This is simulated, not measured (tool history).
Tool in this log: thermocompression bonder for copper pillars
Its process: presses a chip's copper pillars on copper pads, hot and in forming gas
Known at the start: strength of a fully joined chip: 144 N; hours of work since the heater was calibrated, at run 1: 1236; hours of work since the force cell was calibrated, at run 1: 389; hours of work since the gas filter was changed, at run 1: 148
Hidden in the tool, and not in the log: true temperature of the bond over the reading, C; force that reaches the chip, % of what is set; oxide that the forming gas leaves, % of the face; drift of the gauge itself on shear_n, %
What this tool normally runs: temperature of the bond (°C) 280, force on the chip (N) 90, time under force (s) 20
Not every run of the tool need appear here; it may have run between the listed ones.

run,hour,temperature of the bond (°C),force on the chip (N),time under force (s),hours of work since the heater was calibrated,hours of work since the force cell was calibrated,hours of work since the gas filter was changed,force that shears a chip off (N)
1,0,280,90,20,1236,389,148,88.8
# hour 22.2: heater calibrated with a thermocouple chip
2,22.2,280,90,20,0,400,159,81.4
3,43.4,280,66,20,11,410,170,71.1
4,59.2,280,66,20,19,419,178,70.1
5,79.6,280,66,20,30,429,188,70.6
6,98.3,280,131,20,39,439,198,92.1
# hour 109.7: forming gas filter changed
7,117,280,90,13,49,448,4,76.3
8,134.5,280,90,13,58,457,13,76.7
9,150.6,280,90,52,66,466,21,111.7
10,161.8,280,90,52,72,471,27,111.3
11,177.5,280,90,20,80,479,35,84.3
12,190.1,280,90,20,86,486,41,87.1
13,206.2,280,90,20,95,494,50,84.8

Run 14 has not been measured yet. What should we expect?
14,221.1,280,90,20,102,502,57,?

Run 14 produced force that shears a chip off (N) 84.8.
The same run, on a tool lacking any hidden state, would have yielded force that shears a chip off (N) 86.

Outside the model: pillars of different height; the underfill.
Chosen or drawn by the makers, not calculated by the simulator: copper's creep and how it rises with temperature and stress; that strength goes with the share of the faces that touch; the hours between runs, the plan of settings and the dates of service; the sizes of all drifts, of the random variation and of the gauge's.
